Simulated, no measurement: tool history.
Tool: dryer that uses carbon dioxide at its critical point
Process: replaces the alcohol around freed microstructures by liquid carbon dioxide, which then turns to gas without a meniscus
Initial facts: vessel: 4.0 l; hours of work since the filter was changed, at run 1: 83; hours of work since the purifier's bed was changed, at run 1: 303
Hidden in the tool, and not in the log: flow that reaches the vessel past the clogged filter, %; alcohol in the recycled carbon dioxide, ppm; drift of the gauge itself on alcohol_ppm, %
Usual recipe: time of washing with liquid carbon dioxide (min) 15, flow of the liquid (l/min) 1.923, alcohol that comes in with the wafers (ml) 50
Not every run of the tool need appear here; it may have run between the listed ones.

run,hour,time of washing with liquid carbon dioxide (min),flow of the liquid (l/min),alcohol that comes in with the wafers (ml),hours of work since the filter was changed,hours of work since the purifier's bed was changed,alcohol left in the vessel before it's heated (ppm by volume)
1,0.0,15,1.923,50,83,303,181
2,7.6,15,1.923,50,87,307,174
3,20.0,15,1.923,50,95,314,174
4,33.3,15,1.923,50,103,322,178
5,47.3,15,1.923,50,111,331,192
6,55.1,15,1.923,50,115,335,186
7,63.4,15,1.923,50,120,340,183
8,75.4,15,1.923,50,127,347,183
9,86.0,15,1.540,50,134,353,346
10,95.1,15,1.540,50,139,359,354
11,105.8,15,1.923,50,145,365,199
12,117.5,15,1.923,50,152,372,207
13,129.3,15,1.923,50,159,379,202
14,143.5,15,1.923,50,167,387,203
15,161.1,13,1.560,25,178,398,336
16,179.1,13,1.510,25,188,408,347
17,196.8,13,1.510,21,199,419,318
18,211.4,13,1.510,21,207,427,314
19,225.0,22,1.510,51,215,435,164
20,243.0,18,3.170,108,226,446,117
21,260.9,10,1.890,108,237,456,1334
# hour 264.4: inlet filter changed
22,271.9,10,1.890,108,4,462,1059
23,289.5,24,1.923,50,15,473,145
24,297.4,19,1.420,120,19,477,377

What does the tool deliver on the next run?
25,310.4,16,1.400,93,27,485,?

For run 25 the tool returned alcohol left in the vessel before it's heated (ppm by volume) 584.
Without the tool's hidden state the same run would have given alcohol left in the vessel before it's heated (ppm by volume) 434.
